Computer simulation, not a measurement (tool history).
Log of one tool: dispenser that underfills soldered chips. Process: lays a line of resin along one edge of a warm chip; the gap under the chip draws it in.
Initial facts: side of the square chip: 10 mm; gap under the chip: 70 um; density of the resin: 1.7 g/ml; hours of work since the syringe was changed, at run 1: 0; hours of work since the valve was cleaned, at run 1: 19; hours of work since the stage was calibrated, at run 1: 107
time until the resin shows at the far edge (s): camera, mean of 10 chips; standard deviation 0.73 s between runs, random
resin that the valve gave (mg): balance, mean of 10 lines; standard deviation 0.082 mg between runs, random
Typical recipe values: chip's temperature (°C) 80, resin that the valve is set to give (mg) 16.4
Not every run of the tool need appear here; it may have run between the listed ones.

run	hour	chip's temperature (°C)	resin that the valve is set to give (mg)	hours of work since the syringe was changed	hours of work since the valve was cleaned	hours of work since the stage was calibrated	time until the resin shows at the far edge (s)	resin that the valve gave (mg)
1	0.0	80	16.4	0	19	107	66.6	16.15
2	9.0	80	16.4	7	26	114	96.1	16.09
# hour 10.7: new syringe of resin
# hour 21.4: new syringe of resin
3	26.9	91	16.4	4	40	128	50.9	15.93
# hour 32.6: new syringe of resin
4	40.3	91	16.4	6	50	138	56.9	15.80
# hour 43.3: new syringe of resin
5	52.0	80	16.4	7	59	147	98.0	15.77
# hour 55.0: new syringe of resin
# hour 66.4: new syringe of resin
6	68.1	75	16.4	1	71	159	91.9	15.62
# hour 77.5: new syringe of resin
7	85.2	80	16.4	6	84	172	96.5	15.49
# hour 88.6: new syringe of resin
8	95.5	80	16.4	5	91	179	92.2	15.44
# hour 99.9: new syringe of resin
9	109.5	80	14.0	7	102	190	109.6	12.92
# hour 110.6: new syringe of resin
10	120.3	80	14.0	8	110	198	111.9	12.95
# hour 121.9: new syringe of resin
11	127.6	80	14.0	4	116	204	95.0	12.97
# hour 132.9: new syringe of resin
12	135.9	69	16.8	2	122	210	128.7	15.25
13	143.2	82	20.2	8	128	216	90.7	18.48
# hour 144.7: new syringe of resin
# hour 145.7: dispensing valve cleaned and set on the balance
# hour 157.4: new syringe of resin
14	161.7	67	17.7	3	12	229	149.3	17.61

Predict each of these 5 candidate next runs independently; none follows another, all start after run 14:
# hour 168.6: new syringe of resin
A	173.3	87	17.1	4	21	237	?	?
# hour 168.6: new syringe of resin
B	173.3	66	14.6	4	21	237	?	?
# hour 168.6: new syringe of resin
C	173.3	76	18.8	4	21	237	?	?
# hour 168.6: new syringe of resin
D	173.3	68	16.4	4	21	237	?	?
# hour 168.6: new syringe of resin
E	173.3	80	19.6	4	21	237	?	?

run	time until the resin shows at the far edge (s)	resin that the valve gave (mg)
A	60.3	16.81
B	170.0	14.46
C	97.7	18.44
D	147.8	16.23
E	80.3	19.27
Without the tool's hidden state the same runs would have given:
run	time until the resin shows at the far edge (s)	resin that the valve gave (mg)
A	48.3	17.05
B	135.3	14.66
C	78.2	18.71
D	117.9	16.46
E	64.3	19.54
